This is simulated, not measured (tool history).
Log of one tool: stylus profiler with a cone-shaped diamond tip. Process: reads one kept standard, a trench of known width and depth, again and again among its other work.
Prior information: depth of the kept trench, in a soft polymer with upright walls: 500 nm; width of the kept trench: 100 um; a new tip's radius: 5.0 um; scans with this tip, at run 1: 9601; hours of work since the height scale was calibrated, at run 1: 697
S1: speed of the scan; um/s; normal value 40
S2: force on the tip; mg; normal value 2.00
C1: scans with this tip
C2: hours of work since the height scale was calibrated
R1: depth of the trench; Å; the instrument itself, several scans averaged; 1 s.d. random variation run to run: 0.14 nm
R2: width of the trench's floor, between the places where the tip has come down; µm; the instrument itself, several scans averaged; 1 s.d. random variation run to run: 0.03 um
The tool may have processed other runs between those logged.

run	hour	S1	S2	C1	C2	R1	R2
1	0.0	40	2.00	9601	697	5059.0	93.75
2	43.7	40	2.00	9967	724	5059.7	93.75
3	96.4	49	2.00	10409	756	5061.4	93.57
4	131.2	49	2.00	10701	777	5060.3	93.54
5	198.2	49	2.00	11263	818	5060.9	93.41
6	260.2	49	2.00	11783	856	5064.6	93.40
7	320.4	40	2.00	12287	892	5061.1	93.37
8	366.6	50	2.00	12675	920	5062.6	93.23
# hour 375.7: height scale calibrated on a step standard
9	424.3	50	2.00	13155	30	5067.2	93.18
10	468.4	40	0.90	13524	56	5051.4	93.05
11	501.3	40	0.90	13800	77	5053.1	93.02
12	536.7	40	2.03	14097	98	5070.4	93.12
# hour 555.7: height scale calibrated on a step standard, once more
13	587.7	40	2.03	14521	20	5043.5	93.10
14	623.4	28	2.00	14820	41	5046.4	93.19
15	661.3	40	5.32	15137	64	5080.8	93.18
16	715.8	40	5.32	15595	97	5082.5	93.03
17	764.0	29	2.00	15999	127	5047.0	93.04
18	830.6	83	2.00	16558	167	5046.4	92.45
19	871.2	83	2.00	16897	192	5048.1	92.47
20	933.3	83	2.00	17419	230	5050.2	92.38
21	982.2	40	2.00	17829	260	5048.5	92.68
22	1038.2	40	2.00	18298	294	5051.3	92.62
23	1083.8	40	2.00	18680	322	5050.0	92.53
24	1146.9	16	2.00	19209	360	5053.4	92.75
25	1178.0	22	3.23	19470	379	5068.2	92.58
26	1225.1	22	3.23	19866	408	5069.0	92.58
27	1254.1	22	3.23	20108	425	5068.3	92.61
28	1319.4	22	3.23	20656	465	5067.5	92.49
29	1348.4	126	4.06	20899	483	5079.8	91.88
30	1416.4	40	4.96	21469	524	5089.7	92.35
31	1472.3	43	1.35	21938	558	5049.7	92.16
32	1528.5	12	1.53	22409	592	5049.1	92.31
33	1584.2	131	2.86	22877	626	5070.7	91.63
# hour 1598.6: new tip fitted, height scale calibrated
34	1615.8	131	2.86	143	10	5052.1	94.91
35	1661.9	131	2.86	530	39	5050.6	94.85
36	1714.9	62	2.86	975	71	5053.7	95.14
37	1746.9	62	2.86	1243	90	5051.2	95.04
38	1779.4	13	1.12	1515	110	5026.6	95.26
39	1826.2	42	1.31	1908	139	5030.6	94.99
40	1858.4	65	1.47	2178	158	5034.1	94.77
41	1899.9	14	0.77	2526	183	5023.6	95.06
42	1961.4	128	1.25	3042	221	5033.3	93.97
43	2010.9	22	3.65	3456	251	5068.3	94.93
44	2075.1	55	3.30	3995	290	5063.5	94.65
45	2130.7	55	3.30	4461	324	5063.5	94.56
46	2163.0	44	0.98	4732	344	5032.3	94.38

For some of the steps in R1 from one run to the next: how much would appear even if the tool had no hidden state, given the settings, what came in and random variation, and how much remains for the hidden state plus any gauge scatter that the measured result and the result without hidden state don't share?
Hidden conditions of the tool in this case: radius of the tip, um; height scale over the true one, %; drift of the gauge itself on depth_nm, %; drift of the gauge itself on floor_um, %.
Run 8 -> 9: height scale calibrated on a step standard. R1 +4.6 Å: hidden state +4.7, all else -0.1.
Run 12 -> 13: height scale calibrated on a step standard, once more. R1 -26.9 Å: hidden state -26.2, all else -0.7.
Run 16 -> 17: S1 40 -> 29, S2 5.32 -> 2.00. R1 -35.5 Å: hidden state +0.7, all else -36.2.
Run 30 -> 31: S1 40 -> 43, S2 4.96 -> 1.35. R1 -40.0 Å: hidden state +0.7, all else -40.7.
Run 33 -> 34: new tip fitted, height scale calibrated. R1 -18.6 Å: hidden state -18.6, all else +0.0.
Run 42 -> 43: S1 128 -> 22, S2 1.25 -> 3.65. R1 +35.0 Å: hidden state +0.6, all else +34.4.

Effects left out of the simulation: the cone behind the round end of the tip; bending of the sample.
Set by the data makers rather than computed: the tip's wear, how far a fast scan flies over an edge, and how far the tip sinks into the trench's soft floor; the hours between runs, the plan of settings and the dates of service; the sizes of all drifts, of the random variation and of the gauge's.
